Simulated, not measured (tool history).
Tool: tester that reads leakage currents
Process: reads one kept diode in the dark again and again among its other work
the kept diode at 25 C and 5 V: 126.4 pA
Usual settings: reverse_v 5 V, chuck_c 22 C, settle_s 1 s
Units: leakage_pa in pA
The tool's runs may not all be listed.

Run 1, hour 0: usual settings. Result: leakage_pa 100.42 pA.
Run 2, hour 27.7: usual settings. Result: leakage_pa 100.9 pA.
Run 3, hour 62.2: usual settings. Result: leakage_pa 101.27 pA.
Run 4, hour 96.8: usual settings but chuck_c 39 C. Result: leakage_pa 422.37 pA.
Run 5, hour 142.9: usual settings but chuck_c 39 C. Result: leakage_pa 419.95 pA.
Run 6, hour 200.6: usual settings but chuck_c 39 C. Result: leakage_pa 422.03 pA.
Run 7, hour 243.6: usual settings but chuck_c 39 C. Result: leakage_pa 423.82 pA.
Run 8, hour 270.9: usual settings but chuck_c 39 C. Result: leakage_pa 421.5 pA.
Run 9, hour 318.1: usual settings. Result: leakage_pa 101.95 pA.
Run 10, hour 348.3: usual settings but chuck_c 35 C. Result: leakage_pa 303.46 pA.
Run 11, hour 410.9: usual settings but chuck_c 35 C. Result: leakage_pa 303.74 pA.
Run 12, hour 473.7: usual settings but chuck_c 42 C. Result: leakage_pa 534.14 pA.
Run 13, hour 501.6: usual settings but settle_s 4.93 s. Result: leakage_pa 101.68 pA.
Run 14, hour 527.5: usual settings but settle_s 3.86 s. Result: leakage_pa 102.2 pA.
Run 15, hour 587.2: usual settings but reverse_v 3.18 V, settle_s 3.86 s. Result: leakage_pa 77.33 pA.
Run 16, hour 640.3: usual settings but reverse_v 3.18 V, chuck_c 34 C, settle_s 3.86 s. Result: leakage_pa 213.73 pA.
Run 17, hour 674: usual settings but reverse_v 3.18 V, chuck_c 34 C, settle_s 3.86 s. Result: leakage_pa 215.21 pA.
Run 18, hour 713.2: usual settings. Result: leakage_pa 102.5 pA.
Run 19, hour 772.4: usual settings but chuck_c 51 C. Result: leakage_pa 1075.94 pA.
Run 20, hour 815.7: usual settings but reverse_v 5.49 V. Result: leakage_pa 108.97 pA.
At hour 842.1: probe card cleaned and baked.
Run 21, hour 878.5: usual settings but reverse_v 5.49 V, chuck_c 39 C, settle_s 3.67 s. Result: leakage_pa 429.81 pA.
Run 22, hour 909.9: usual settings but reverse_v 5.49 V, chuck_c 59 C, settle_s 2.62 s. Result: leakage_pa 2036.61 pA.
Run 23, hour 970.6: usual settings but reverse_v 8.9 V, chuck_c 59 C, settle_s 2.62 s. Result: leakage_pa 2683.06 pA.
Run 24, hour 1009.3: usual settings but reverse_v 8.9 V, chuck_c 59 C, settle_s 2.62 s. Result: leakage_pa 2679.14 pA.
Run 25, hour 1036.4: usual settings but reverse_v 1.09 V, chuck_c 25 C, settle_s 8.11 s. Result: leakage_pa 51.31 pA.
At hour 1043.3: chuck's temperature calibrated.
Run 26, hour 1071.5: usual settings but settle_s 0.54 s. Result: leakage_pa 91.08 pA.
Run 27, hour 1127.2: usual settings but settle_s 0.54 s. Result: leakage_pa 91.04 pA.
Run 28, hour 1169.1: usual settings but settle_s 0.54 s. Result: leakage_pa 91.26 pA.
Run 29, hour 1199.3: usual settings but settle_s 1.31 s. Result: leakage_pa 90.78 pA.
Run 30, hour 1261.7: usual settings but reverse_v 3.59 V, chuck_c 56 C, settle_s 0.83 s. Result: leakage_pa 1246.13 pA.
Run 31, hour 1315.7: usual settings but reverse_v 2.58 V, chuck_c 56 C, settle_s 0.83 s. Result: leakage_pa 1036.44 pA.
Run 32, hour 1375.9: usual settings but reverse_v 5.41 V, chuck_c 41 C, settle_s 0.83 s. Result: leakage_pa 486.89 pA.
At hour 1386.6: chuck's temperature calibrated, once more.
Run 33, hour 1433.2: usual settings but settle_s 0.98 s. Result: leakage_pa 100.84 pA.
Run 34, hour 1476.2: usual settings but settle_s 0.98 s. Result: leakage_pa 101.31 pA.
Run 35, hour 1504.9: usual settings but chuck_c 29 C. Result: leakage_pa 186.6 pA.
Run 36, hour 1544.2: usual settings but reverse_v 16.03 V. Result: leakage_pa 201.31 pA.
Run 37, hour 1581.3: usual settings but chuck_c 42 C. Result: leakage_pa 550.51 pA.
Run 38, hour 1619.6: usual settings but chuck_c 42 C. Result: leakage_pa 552.77 pA.
Run 39, hour 1664.8: usual settings but settle_s 4.14 s. Result: leakage_pa 101.34 pA.
Run 40, hour 1718.1: usual settings but reverse_v 1.02 V, chuck_c 35 C, settle_s 0.58 s. Result: leakage_pa 125.44 pA.

3 ways to go on from here, each from the tool as it stands after run 40. What would each give?
Run A, hour 1778.9: usual settings but reverse_v 3.17 V, chuck_c 59 C, settle_s 0.65 s. Result: leakage_pa ?.
Run B, hour 1778.9: usual settings but reverse_v 1.66 V, chuck_c 43 C, settle_s 2.27 s. Result: leakage_pa ?.
Run C, hour 1778.9: usual settings but reverse_v 10.5 V, settle_s 6.25 s. Result: leakage_pa ?.

run  leakage_pa
  A     1562.18
  B      318.17
  C      157.26
Without the tool's hidden state the same runs would have given:
run  leakage_pa
  A     1552.51
  B      315.55
  C      146.55
